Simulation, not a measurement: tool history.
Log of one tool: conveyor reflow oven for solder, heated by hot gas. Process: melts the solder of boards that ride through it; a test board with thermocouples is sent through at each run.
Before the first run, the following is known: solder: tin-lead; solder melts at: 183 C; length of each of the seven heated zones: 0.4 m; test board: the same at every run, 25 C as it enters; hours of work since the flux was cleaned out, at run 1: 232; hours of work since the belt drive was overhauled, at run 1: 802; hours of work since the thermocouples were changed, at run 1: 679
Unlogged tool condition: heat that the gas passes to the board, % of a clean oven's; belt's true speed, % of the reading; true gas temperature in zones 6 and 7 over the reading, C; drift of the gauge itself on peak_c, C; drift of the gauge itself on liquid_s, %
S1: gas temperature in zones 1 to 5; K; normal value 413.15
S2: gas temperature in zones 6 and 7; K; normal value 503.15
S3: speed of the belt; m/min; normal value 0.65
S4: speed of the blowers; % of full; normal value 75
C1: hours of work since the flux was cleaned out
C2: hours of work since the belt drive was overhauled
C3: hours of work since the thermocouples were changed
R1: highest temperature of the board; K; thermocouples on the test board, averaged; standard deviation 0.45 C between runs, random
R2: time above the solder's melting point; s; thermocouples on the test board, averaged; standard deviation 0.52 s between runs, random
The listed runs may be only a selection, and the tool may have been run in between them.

Run 1, hour 0.0: usual settings; C1 232; C2 802; C3 679. Result: R1 486.55 K, R2 51.9 s.
Run 2, hour 15.1: usual settings but S4 88 % of full; C1 241; C2 810; C3 688. Result: R1 489.25 K, R2 55.2 s.
Run 3, hour 48.7: usual settings but S4 88 % of full; C1 261; C2 830; C3 708. Result: R1 488.05 K, R2 54.7 s.
Run 4, hour 72.0: usual settings but S4 88 % of full; C1 274; C2 844; C3 721. Result: R1 488.75 K, R2 55.4 s.
Run 5, hour 96.7: usual settings but S1 410.15 K; C1 289; C2 858; C3 736. Result: R1 485.85 K, R2 50.5 s.
Run 6, hour 125.6: usual settings but S1 410.15 K; C1 305; C2 875; C3 753. Result: R1 484.55 K, R2 50.8 s.
Run 7, hour 140.3: usual settings but S1 410.15 K, S2 506.15 K; C1 314; C2 883; C3 761. Result: R1 488.15 K, R2 52.5 s.
Run 8, hour 156.3: usual settings; C1 323; C2 893; C3 770. Result: R1 485.55 K, R2 51.4 s.
Run 9, hour 178.2: usual settings; C1 336; C2 906; C3 783. Result: R1 486.15 K, R2 52.3 s.
Run 10, hour 198.1: usual settings; C1 348; C2 917; C3 795. Result: R1 487.15 K, R2 52.7 s.
Run 11, hour 221.1: usual settings; C1 361; C2 931; C3 808. Result: R1 485.65 K, R2 51.9 s.
Run 12, hour 247.4: usual settings but S4 55 % of full; C1 377; C2 946; C3 824. Result: R1 480.95 K, R2 45.5 s.
Run 13, hour 278.5: usual settings but S4 55 % of full; C1 395; C2 964; C3 842. Result: R1 480.95 K, R2 44.9 s.

What will run 14 give?
Run 14, hour 302.1: usual settings but S4 55 % of full; C1 408; C2 978; C3 856. Result: R1 ?, R2 ?.

{"run 14": {"R1": 480.15, "R2": 44.8}}
On a tool with no hidden condition, and with the same random variation, this run would have come out at R1 480.25 K, R2 44.9 s.

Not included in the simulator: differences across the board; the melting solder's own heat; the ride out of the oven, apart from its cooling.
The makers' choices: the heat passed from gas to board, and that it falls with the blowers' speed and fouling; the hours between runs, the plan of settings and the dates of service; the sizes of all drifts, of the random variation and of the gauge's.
